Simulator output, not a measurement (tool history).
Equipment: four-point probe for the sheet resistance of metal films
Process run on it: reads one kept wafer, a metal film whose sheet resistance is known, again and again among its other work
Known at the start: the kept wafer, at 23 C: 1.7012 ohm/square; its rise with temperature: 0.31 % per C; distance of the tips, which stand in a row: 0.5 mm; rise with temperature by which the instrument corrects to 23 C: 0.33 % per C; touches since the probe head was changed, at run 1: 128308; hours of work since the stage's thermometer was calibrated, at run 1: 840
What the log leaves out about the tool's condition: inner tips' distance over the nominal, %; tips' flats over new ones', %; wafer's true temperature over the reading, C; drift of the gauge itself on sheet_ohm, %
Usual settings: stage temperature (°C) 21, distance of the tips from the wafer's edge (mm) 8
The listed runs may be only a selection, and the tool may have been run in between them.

run,hour,stage temperature (°C),distance of the tips from the wafer's edge (mm),touches since the probe head was changed,hours of work since the stage's thermometer was calibrated,sheet resistance as the instrument gives it (ohm/square)
1,0,21,8,128308,840,1.714017
2,96.5,30,8,133314,909,1.710781
3,219.7,30,8,139704,998,1.711224
4,315.9,21,49,144693,1067,1.711646
5,388.4,21,49,148455,1119,1.712614
# hour 463.3: new probe head fitted
6,486.2,21,67,1186,1189,1.69879
7,555,21,67,4758,1239,1.698462
8,671.4,21,67,10792,1322,1.699238
9,754.2,21,18,15088,1382,1.69993
10,850.5,25,8,20085,1451,1.702503
11,928.3,21,7,24119,1507,1.705324
12,1000.7,21,7,27877,1559,1.706389
13,1074.2,21,7,31690,1612,1.706362
14,1202,21,8,38319,1704,1.70589
15,1279.4,21,8,42331,1760,1.706377
# hour 1290.2: stage's thermometer calibrated
16,1349,21,4,45918,42,1.717449
17,1426.7,21,20,49950,98,1.704236
18,1553,21,23,56500,189,1.704755
19,1641,21,23,61064,253,1.705279
20,1707.3,21,23,64502,300,1.706556
21,1779,21,8,68224,352,1.708848
22,1834.2,20,8,71083,392,1.710071
# hour 1881.5: stage's thermometer calibrated, once more
23,1951.4,20,8,77138,50,1.712802
24,2013.1,20,8,80340,95,1.713138
25,2094.5,29,8,84560,153,1.710324
26,2190.3,29,8,89532,222,1.710474
27,2255.9,19,13,92933,269,1.712953
28,2317.1,19,13,96108,314,1.712611
29,2396.8,19,13,100240,371,1.713147
30,2456.3,21,12,103329,414,1.713236
31,2564.3,28,12,108932,491,1.710609
32,2625.8,28,12,112122,536,1.711587
33,2748.5,21,4,118485,624,1.727444
34,2868.4,21,4,124706,710,1.728862
35,2941,34,9,128472,763,1.712291
36,3033.9,34,9,133292,829,1.713092
37,3152.5,34,12,139441,915,1.712254
38,3257.7,32,10,144901,991,1.714471
39,3330.4,32,6,148669,1043,1.718794
# hour 3394.5: new probe head fitted
40,3399.8,32,6,278,1092,1.714112
41,3525.2,22,15,6781,1182,1.71347
42,3613.8,22,15,11378,1246,1.713422
43,3722.3,30,24,17002,1324,1.71033

Some steps in sheet resistance as the instrument gives it (ohm/square), run to run, broken into two amounts with sign: the step expected even without the hidden condition (settings, incoming material, random variation), and the rest, left for the hidden condition together with whatever gauge scatter is not in both the measured and the hidden-condition-free result:
Run 5 -> 6: distance of the tips from the wafer's edge (mm) 49 -> 67, new probe head fitted. sheet resistance as the instrument gives it (ohm/square) -0.013824: hidden state -0.014007, all else +0.000183.
Run 22 -> 23: stage's thermometer calibrated, once more. sheet resistance as the instrument gives it (ohm/square) +0.002731: hidden state +0.002466, all else +0.000265.
Run 32 -> 33: stage temperature (°C) 28 -> 21, distance of the tips from the wafer's edge (mm) 12 -> 4. sheet resistance as the instrument gives it (ohm/square) +0.015857: hidden state +0.00086, all else +0.014997.
Run 34 -> 35: stage temperature (°C) 21 -> 34, distance of the tips from the wafer's edge (mm) 4 -> 9. sheet resistance as the instrument gives it (ohm/square) -0.016571: hidden state +0.000378, all else -0.016949.
Run 39 -> 40: new probe head fitted. sheet resistance as the instrument gives it (ohm/square) -0.004682: hidden state -0.004896, all else +0.000214.
